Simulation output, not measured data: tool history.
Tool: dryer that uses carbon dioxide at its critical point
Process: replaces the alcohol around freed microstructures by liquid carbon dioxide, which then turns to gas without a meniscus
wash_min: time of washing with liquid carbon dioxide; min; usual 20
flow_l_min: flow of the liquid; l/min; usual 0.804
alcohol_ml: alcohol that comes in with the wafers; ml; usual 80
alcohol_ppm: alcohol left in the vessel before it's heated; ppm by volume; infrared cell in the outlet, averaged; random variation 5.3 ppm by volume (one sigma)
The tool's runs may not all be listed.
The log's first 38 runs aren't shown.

| run | day | wash_min | flow_l_min | alcohol_ml | alcohol_ppm |
|---|---|---|---|---|---|
| 39 | 56.767 | 27 | 0.843 | 80 | 262 |
| 40 | 58.054 | 22 | 0.563 | 93 | 957 |
| 41 | 59.542 | 22 | 0.563 | 93 | 948 |
| 42 | 61.121 | 12 | 0.676 | 21 | 994 |
| 43 | 62.108 | 12 | 0.676 | 21 | 959 |
| 44 | 63.042 | 12 | 0.698 | 80 | 2710 |
| 45 | 64.833 | 12 | 0.698 | 80 | 2731 |
| 46 | 66.554 | 14 | 0.804 | 82 | 1317 |
| 47 | 67.788 | 16 | 0.804 | 80 | 912 |

3 ways to go on from here, each from the tool as it stands after run 47. What would each give?
| A | 69.658 | 16 | 0.852 | 69 | ? |
| B | 69.658 | 20 | 1.057 | 80 | ? |
| C | 69.658 | 15 | 0.569 | 80 | ? |

| run | alcohol_ppm |
|---|---|
| A | 716 |
| B | 325 |
| C | 2834 |
Without the tool's hidden state the same runs would have given:
| run | alcohol_ppm |
|---|---|
| A | 247 |
| B | 25 |
| C | 1766 |

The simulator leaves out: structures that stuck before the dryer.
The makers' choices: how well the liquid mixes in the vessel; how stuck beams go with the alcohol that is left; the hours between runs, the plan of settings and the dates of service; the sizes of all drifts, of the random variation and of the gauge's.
